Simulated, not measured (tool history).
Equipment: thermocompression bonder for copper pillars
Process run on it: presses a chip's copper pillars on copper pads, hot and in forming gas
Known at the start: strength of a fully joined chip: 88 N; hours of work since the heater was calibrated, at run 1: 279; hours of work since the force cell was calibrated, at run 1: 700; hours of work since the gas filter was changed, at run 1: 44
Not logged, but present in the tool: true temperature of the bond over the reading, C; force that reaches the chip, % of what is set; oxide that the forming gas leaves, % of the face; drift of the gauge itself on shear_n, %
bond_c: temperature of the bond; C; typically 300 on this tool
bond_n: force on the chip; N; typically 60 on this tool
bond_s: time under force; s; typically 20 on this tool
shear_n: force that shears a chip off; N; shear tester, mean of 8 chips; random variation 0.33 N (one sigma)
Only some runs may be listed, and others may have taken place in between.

| run | hour | bond_c | bond_n | bond_s | hours of work since the heater was calibrated | hours of work since the force cell was calibrated | hours of work since the gas filter was changed | shear_n |
|---|---|---|---|---|---|---|---|---|
| 1 | 0.0 | 300 | 60 | 20 | 279 | 700 | 44 | 33.7 |
| 2 | 40.9 | 300 | 60 | 20 | 299 | 721 | 64 | 33.2 |
| 3 | 59.5 | 300 | 60 | 20 | 308 | 730 | 74 | 33.4 |
| 4 | 97.2 | 300 | 60 | 20 | 327 | 749 | 92 | 34.0 |
| 5 | 121.3 | 300 | 60 | 20 | 339 | 761 | 105 | 33.4 |
| 6 | 150.4 | 300 | 60 | 20 | 354 | 776 | 119 | 33.5 |
| 7 | 176.3 | 315 | 60 | 20 | 367 | 789 | 132 | 40.4 |
| 8 | 216.0 | 315 | 60 | 20 | 387 | 809 | 152 | 40.6 |
| 9 | 237.0 | 315 | 60 | 20 | 398 | 819 | 163 | 40.9 |
| 10 | 257.2 | 315 | 60 | 20 | 408 | 829 | 173 | 40.4 |
| 11 | 280.3 | 315 | 60 | 24 | 419 | 841 | 184 | 42.9 |
| 12 | 309.2 | 315 | 60 | 24 | 434 | 856 | 199 | 42.5 |
|  | 312.5 | force cell calibrated |
| 13 | 350.5 | 300 | 71 | 20 | 454 | 19 | 219 | 36.9 |
| 14 | 386.1 | 271 | 60 | 20 | 472 | 37 | 237 | 19.2 |
| 15 | 419.0 | 271 | 60 | 20 | 488 | 53 | 253 | 19.0 |
| 16 | 440.4 | 271 | 60 | 20 | 499 | 64 | 264 | 19.7 |
| 17 | 478.5 | 271 | 60 | 20 | 518 | 83 | 283 | 18.9 |
|  | 501.2 | force cell calibrated, once more |
| 18 | 502.3 | 271 | 60 | 20 | 529 | 1 | 294 | 20.8 |
| 19 | 525.3 | 300 | 60 | 20 | 541 | 12 | 306 | 32.7 |
| 20 | 548.8 | 300 | 60 | 20 | 553 | 24 | 318 | 32.6 |
| 21 | 572.5 | 300 | 60 | 15 | 564 | 36 | 330 | 29.1 |
| 22 | 597.9 | 329 | 80 | 15 | 577 | 49 | 342 | 54.2 |
| 23 | 621.8 | 286 | 52 | 22 | 589 | 61 | 354 | 22.7 |
| 24 | 644.1 | 286 | 52 | 22 | 600 | 72 | 365 | 23.1 |
| 25 | 678.2 | 277 | 37 | 15 | 618 | 89 | 383 | 11.3 |
| 26 | 718.2 | 300 | 87 | 20 | 638 | 109 | 403 | 44.3 |
|  | 730.8 | forming gas filter changed |
| 27 | 760.1 | 300 | 87 | 20 | 658 | 130 | 15 | 46.5 |
| 28 | 796.8 | 322 | 39 | 54 | 677 | 148 | 33 | 43.3 |
| 29 | 836.3 | 322 | 39 | 54 | 697 | 168 | 53 | 43.2 |
| 30 | 854.3 | 322 | 39 | 54 | 706 | 177 | 62 | 43.5 |
| 31 | 888.4 | 322 | 39 | 54 | 723 | 194 | 79 | 43.2 |
| 32 | 921.6 | 322 | 41 | 26 | 739 | 211 | 96 | 34.5 |
| 33 | 950.3 | 322 | 81 | 26 | 754 | 225 | 110 | 59.5 |
| 34 | 991.6 | 323 | 52 | 33 | 775 | 246 | 131 | 46.6 |
| 35 | 1021.2 | 329 | 43 | 27 | 789 | 261 | 146 | 39.5 |
| 36 | 1054.3 | 312 | 41 | 23 | 806 | 277 | 162 | 28.0 |
| 37 | 1074.8 | 312 | 54 | 29 | 816 | 288 | 173 | 39.6 |
| 38 | 1095.1 | 312 | 54 | 16 | 827 | 298 | 183 | 31.6 |
| 39 | 1135.0 | 300 | 37 | 15 | 847 | 318 | 203 | 17.0 |

5 ways to go on from here, each from the tool as it stands after run 39. What would each give?
| A | 1159.0 | 300 | 56 | 52 | 859 | 330 | 215 | ? |
| B | 1159.0 | 273 | 72 | 59 | 859 | 330 | 215 | ? |
| C | 1159.0 | 292 | 41 | 15 | 859 | 330 | 215 | ? |
| D | 1159.0 | 271 | 60 | 18 | 859 | 330 | 215 | ? |
| E | 1159.0 | 278 | 56 | 36 | 859 | 330 | 215 | ? |

| run | shear_n |
|---|---|
| A | 42.7 |
| B | 37.9 |
| C | 16.3 |
| D | 18.4 |
| E | 27.0 |
The same runs, with their run-to-run variation unchanged, on a tool lacking any hidden condition would have given:
| run | shear_n |
|---|---|
| A | 47.4 |
| B | 42.5 |
| C | 18.6 |
| D | 21.1 |
| E | 30.5 |
